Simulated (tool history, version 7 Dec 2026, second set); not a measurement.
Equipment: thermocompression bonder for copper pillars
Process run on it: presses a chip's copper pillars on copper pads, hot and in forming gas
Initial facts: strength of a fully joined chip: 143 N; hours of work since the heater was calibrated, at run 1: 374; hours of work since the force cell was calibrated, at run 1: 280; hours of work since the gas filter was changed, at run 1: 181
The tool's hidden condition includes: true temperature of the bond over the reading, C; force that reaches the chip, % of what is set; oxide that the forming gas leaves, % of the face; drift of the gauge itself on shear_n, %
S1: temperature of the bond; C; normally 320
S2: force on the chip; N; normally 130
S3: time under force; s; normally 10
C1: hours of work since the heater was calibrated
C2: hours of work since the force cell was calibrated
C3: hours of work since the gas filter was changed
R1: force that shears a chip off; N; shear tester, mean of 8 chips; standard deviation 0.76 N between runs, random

run    hour   S1   S2  S3   C1    C2   C3     R1
  1       0  320  130  10  374   280  181   75.2
  2    47.4  320  130  10  406   312  213   75.9
  3      72  320  130  10  422   328  229   75.1
  4   103.1  320  130  10  443   349  250   75.4
  5     155  320  130  10  478   384  285     74
  6   177.7  320  130  10  494   399  301   74.1
  7   212.7  320  130  10  517   423  324   76.3
      223.9  -- forming gas filter changed
  8   256.9  320  124  10  547   452   22   74.8
  9   288.1  320  124  10  568   473   43     74
      294.3  -- heater calibrated with a thermocouple chip
 10   338.6  320  130   8   30   506   76   70.1
 11     391  293  130   8   65   541  111   52.7
 12   420.2  320  184  10   85   561  131   86.7
 13   459.9  326  130  10  112   588  158   79.1
 14   491.8  320  131  10  133   609  179   74.8
 15   525.1  320  130  27  155   632  202   99.6
 16   552.1  320  130  27  174   650  220  101.2
 17   596.4  320  130  27  204   680  250  101.7
 18   641.4  320  130  10  234   710  280   75.6
 19     692  320  130  10  268   744  314     75
      718.1  -- forming gas filter changed
 20   719.7  320  129  10  286   763    1   74.9
 21   761.5  320  129  10  314   791   29   75.4
 22   795.5  320  130  16  337   814   52   88.2
 23   842.7  341  111  10  369   845   84   84.2
 24   892.8  320  130   7  403   879  118   66.2
 25   927.2  320  130   7  426   902  141   67.6
 26   965.1  320  130   5  452   928  166   58.4
 27  1016.9  320  130   8  486   963  201   68.9
 28  1044.9  290  122  10  505   982  220   53.8
 29  1096.5  290  122  10  540  1016  255   55.3
 30  1122.3  319  130  10  557  1034  272   74.6
     1142.9  -- heater calibrated with a thermocouple chip
 31  1159.2  330  117   6   11  1057  296   65.5
 32  1205.4  320  174   7   42  1088  327   75.9
     1212.8  -- forming gas filter changed
 33  1245.1  320  174   7   69  1115   22   76.5
 34  1291.9  317  174   7  100  1146   53   73.5
 35  1338.2  320  178   6  131  1178   84   73.6
 36  1376.3  304  162   6  157  1203  110   59.6
 37  1416.4  304  162   6  184  1230  137   58.5
 38  1467.6  304  162   6  218  1265  172     59
     1513.6  -- force cell calibrated
 39  1513.6  295   94  14  248     0  202   56.5

Hidden state at the last listed run before each entry between runs and at the first one after, where it differs:
Logged between run 7 and run 8: forming gas filter changed (hour 223.9)
  oxide that the forming gas leaves, % of the face: 0.57 -> 0.51
Logged between run 9 and run 10: heater calibrated with a thermocouple chip (hour 294.3)
  true temperature of the bond over the reading, C: 0.4 -> 0; oxide that the forming gas leaves, % of the face: 0.51 -> 0.52
Logged between run 19 and run 20: forming gas filter changed (hour 718.1)
  true temperature of the bond over the reading, C: 0.2 -> 0.3; oxide that the forming gas leaves, % of the face: 0.57 -> 0.5
Logged between run 30 and run 31: heater calibrated with a thermocouple chip (hour 1142.9)
  true temperature of the bond over the reading, C: 0.5 -> 0; force that reaches the chip, % of what is set: 99.8 -> 99.7; oxide that the forming gas leaves, % of the face: 0.56 -> 0.57
Logged between run 32 and run 33: forming gas filter changed (hour 1212.8)
  true temperature of the bond over the reading, C: 0 -> 0.1; oxide that the forming gas leaves, % of the face: 0.58 -> 0.51
Logged between run 38 and run 39: force cell calibrated (hour 1513.6)
  force that reaches the chip, % of what is set: 99.7 -> 100; oxide that the forming gas leaves, % of the face: 0.54 -> 0.55
